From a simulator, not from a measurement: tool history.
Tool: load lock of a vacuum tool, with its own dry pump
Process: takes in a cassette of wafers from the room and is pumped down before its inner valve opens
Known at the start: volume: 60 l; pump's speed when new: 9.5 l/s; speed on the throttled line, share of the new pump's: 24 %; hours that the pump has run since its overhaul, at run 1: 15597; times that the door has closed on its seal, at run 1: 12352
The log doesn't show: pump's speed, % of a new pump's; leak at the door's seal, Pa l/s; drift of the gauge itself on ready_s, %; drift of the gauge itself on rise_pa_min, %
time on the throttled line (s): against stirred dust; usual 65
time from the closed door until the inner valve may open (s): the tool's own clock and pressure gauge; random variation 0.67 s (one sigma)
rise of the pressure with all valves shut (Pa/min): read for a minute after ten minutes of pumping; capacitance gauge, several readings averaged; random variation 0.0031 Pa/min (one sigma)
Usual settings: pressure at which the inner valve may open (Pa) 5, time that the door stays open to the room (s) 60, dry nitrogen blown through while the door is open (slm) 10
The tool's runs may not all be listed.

| run | day | time on the throttled line (s) | pressure at which the inner valve may open (Pa) | time that the door stays open to the room (s) | dry nitrogen blown through while the door is open (slm) | hours that the pump has run since its overhaul | times that the door has closed on its seal | incoming humidity of the room's air, % | time from the closed door until the inner valve may open (s) | rise of the pressure with all valves shut (Pa/min) |
|---|---|---|---|---|---|---|---|---|---|---|
| 1 | 0.000 | 65 | 5 | 60 | 10 | 15597 | 12352 | 41.7 | 120.3 | 0.159 |
| 2 | 16.138 | 33 | 5 | 60 | 10 | 15984 | 12906 | 43.8 | 98.3 | 0.159 |
| 3 | 27.946 | 33 | 5 | 60 | 10 | 16267 | 13311 | 46.8 | 98.8 | 0.172 |
| 4 | 41.704 | 65 | 5 | 60 | 10 | 16598 | 13783 | 46.7 | 121.5 | 0.182 |
| 5 | 54.217 | 65 | 5 | 60 | 10 | 16898 | 14212 | 46.1 | 120.9 | 0.197 |
| 6 | 79.342 | 65 | 5 | 60 | 10 | 17501 | 15074 | 44.4 | 121.5 | 0.199 |
| 7 | 97.488 | 65 | 5 | 60 | 10 | 17936 | 15697 | 46.9 | 123.6 | 0.204 |
| 8 | 112.258 | 65 | 5 | 60 | 10 | 18291 | 16204 | 45.4 | 124.6 | 0.208 |
| 9 | 124.538 | 65 | 5 | 60 | 10 | 18586 | 16625 | 48.4 | 123.2 | 0.217 |
| 10 | 136.025 | 65 | 5 | 60 | 10 | 18861 | 17020 | 41.4 | 123.1 | 0.223 |
| 11 | 156.438 | 65 | 5 | 60 | 10 | 19351 | 17720 | 45.0 | 125.5 | 0.235 |
| 12 | 173.675 | 65 | 5 | 60 | 10 | 19765 | 18311 | 44.9 | 124.5 | 0.245 |
| 13 | 200.350 | 65 | 9 | 60 | 10 | 20405 | 19227 | 45.1 | 120.7 | 0.255 |
| 14 | 220.912 | 65 | 9 | 60 | 10 | 20899 | 19932 | 44.7 | 120.3 | 0.266 |
| 15 | 243.154 | 65 | 9 | 60 | 10 | 21432 | 20696 | 45.5 | 120.4 | 0.298 |
| 16 | 262.158 | 65 | 5 | 60 | 10 | 21889 | 21348 | 43.2 | 125.1 | 0.296 |
| 17 | 275.092 | 65 | 5 | 60 | 10 | 22199 | 21791 | 45.6 | 125.8 | 0.306 |
| 18 | 298.238 | 65 | 5 | 60 | 10 | 22754 | 22586 | 45.7 | 126.3 | 0.326 |
| 19 | 311.425 | 65 | 5 | 60 | 11 | 23071 | 23038 | 41.0 | 127.1 | 0.328 |
| 20 | 338.058 | 46 | 7 | 60 | 10 | 23710 | 23952 | 44.9 | 112.3 | 0.352 |
| 21 | 354.092 | 46 | 7 | 60 | 10 | 24095 | 24502 | 46.4 | 111.3 | 0.371 |
|  | 366.217 | dry pump taken out, an overhauled one fitted |
| 22 | 367.338 | 123 | 5 | 57 | 10 | 27 | 24948 | 43.2 | 157.3 | 0.377 |
| 23 | 393.138 | 111 | 6 | 116 | 7 | 646 | 25833 | 47.2 | 146.5 | 0.437 |
| 24 | 409.400 | 65 | 6 | 83 | 10 | 1036 | 26391 | 46.9 | 111.3 | 0.422 |
| 25 | 431.042 | 81 | 5 | 53 | 10 | 1556 | 27134 | 47.8 | 126.0 | 0.421 |
| 26 | 456.458 | 81 | 6 | 87 | 11 | 2166 | 28006 | 44.3 | 124.6 | 0.460 |
| 27 | 476.004 | 65 | 6 | 44 | 7 | 2635 | 28677 | 48.8 | 111.3 | 0.457 |
| 28 | 498.692 | 65 | 6 | 44 | 7 | 3179 | 29455 | 43.9 | 112.0 | 0.469 |
| 29 | 517.642 | 65 | 6 | 44 | 7 | 3634 | 30106 | 43.1 | 112.8 | 0.478 |
|  | 519.758 | door's seal changed, seat wiped |
| 30 | 532.858 | 66 | 6 | 34 | 5 | 3998 | 449 | 44.2 | 113.9 | 0.047 |
| 31 | 545.783 | 65 | 5 | 60 | 10 | 4308 | 893 | 44.3 | 115.3 | 0.060 |
| 32 | 568.121 | 65 | 5 | 60 | 10 | 4844 | 1660 | 46.5 | 115.0 | 0.067 |
| 33 | 583.662 | 65 | 5 | 60 | 10 | 5217 | 2193 | 47.6 | 114.3 | 0.067 |
| 34 | 594.867 | 65 | 5 | 60 | 10 | 5486 | 2577 | 44.2 | 114.7 | 0.070 |
| 35 | 618.117 | 65 | 7 | 64 | 9 | 6044 | 3375 | 45.4 | 113.6 | 0.072 |
| 36 | 634.338 | 65 | 5 | 60 | 6 | 6433 | 3932 | 39.8 | 115.1 | 0.070 |

3 ways to go on from here, each from the tool as it stands after run 36. What would each give?
| A | 654.946 | 65 | 6 | 60 | 34 | 6928 | 4639 | 46.7 | ? | ? |
| B | 654.946 | 46 | 8 | 60 | 6 | 6928 | 4639 | 47.8 | ? | ? |
| C | 654.946 | 65 | 5 | 60 | 33 | 6928 | 4639 | 46.2 | ? | ? |

| run | time from the closed door until the inner valve may open (s) | rise of the pressure with all valves shut (Pa/min) |
|---|---|---|
| A | 114.4 | 0.062 |
| B | 98.0 | 0.096 |
| C | 114.5 | 0.061 |
Without the tool's hidden state the same runs would have given:
| run | time from the closed door until the inner valve may open (s) | rise of the pressure with all valves shut (Pa/min) |
|---|---|---|
| A | 111.0 | 0.035 |
| B | 94.4 | 0.069 |
| C | 111.0 | 0.034 |

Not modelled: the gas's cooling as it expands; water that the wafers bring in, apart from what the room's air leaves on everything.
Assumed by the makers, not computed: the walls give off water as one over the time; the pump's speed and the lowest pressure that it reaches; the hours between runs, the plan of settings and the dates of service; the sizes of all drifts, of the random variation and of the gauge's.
